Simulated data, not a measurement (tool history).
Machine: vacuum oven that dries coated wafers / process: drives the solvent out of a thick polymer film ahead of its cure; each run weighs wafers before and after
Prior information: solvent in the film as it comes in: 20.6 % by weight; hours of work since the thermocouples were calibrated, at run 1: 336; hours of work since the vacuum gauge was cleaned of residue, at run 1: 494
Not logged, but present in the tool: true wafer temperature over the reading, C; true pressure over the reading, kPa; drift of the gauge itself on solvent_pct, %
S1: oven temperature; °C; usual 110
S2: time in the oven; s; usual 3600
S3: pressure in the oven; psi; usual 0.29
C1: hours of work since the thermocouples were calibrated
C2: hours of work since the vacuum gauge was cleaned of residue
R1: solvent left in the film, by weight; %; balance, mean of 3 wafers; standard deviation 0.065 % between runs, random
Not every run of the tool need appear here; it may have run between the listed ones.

run     day   S1    S2     S3   C1   C2     R1
  1       0  110  3600   0.29  336  494   6.62
  2   0.854  110  3600   0.29  345  503   6.67
  3   1.817  110  3600   0.29  356  514    6.7
  4   2.933  102  3600   0.29  368  526   9.04
  5   3.967  102  3600   0.29  380  538   9.39
  6   5.117  110  3600   0.29  392  550   6.68
  7   6.317  110  3600   0.29  406  563   6.75
  8   7.371  110  3600   0.29  417  575   6.71
  9    8.45  110  3600   0.29  429  587   6.63
 10   9.262  110  3600   0.29  438  596   6.75
 11  10.379  110  3600   0.29  451  608   6.74
 12  10.971  110  3600   0.29  457  615   6.69
 13  11.546  110  3600   0.29  463  621   6.72
 14  12.358  103  3600   0.29  472  630   8.99
 15  13.033  103  3600   0.29  480  638   8.79
 16    13.7  114  2460  0.355  487  645   7.78
 17  14.667  114  2460  0.162  498  656   6.82
 18  15.812  123  3600  0.177  510  668   2.66
 19  16.471  123  3600  0.177  518  675   2.64
 20  17.175  116  1860  0.609  526  683    9.8
 21  18.362  116  1860  0.609  539  696     10
 22  19.546   99  3600  0.703  552  709  13.64
 23  20.192   99  3600  0.703  559  717  13.51
 24  21.467  101  2880  1.115  573  731  16.37
 25  22.304  106  3600   0.68  582  740  10.34
 26  23.325  123  3600  0.255  593  751      3
 27  24.167  110  3480  0.511  603  760   8.27
 28  25.308  110  3480  0.511  615  773   8.29

Here are 4 independent what-if runs from the current tool condition. What would each one return?
  A  26.508  110  5520  0.511  629  786   ?
  B  26.508  121  2280  0.178  629  786   ?
  C  26.508   97  3240  0.196  629  786   ?
  D  26.508  110  5220  0.511  629  786   ?

run     R1
  A   6.19
  B   5.36
  C  10.63
  D   6.49
Stripped of hidden state, with their random variation kept, the same runs would have yielded:
run     R1
  A   6.21
  B   5.38
  C  10.65
  D   6.51
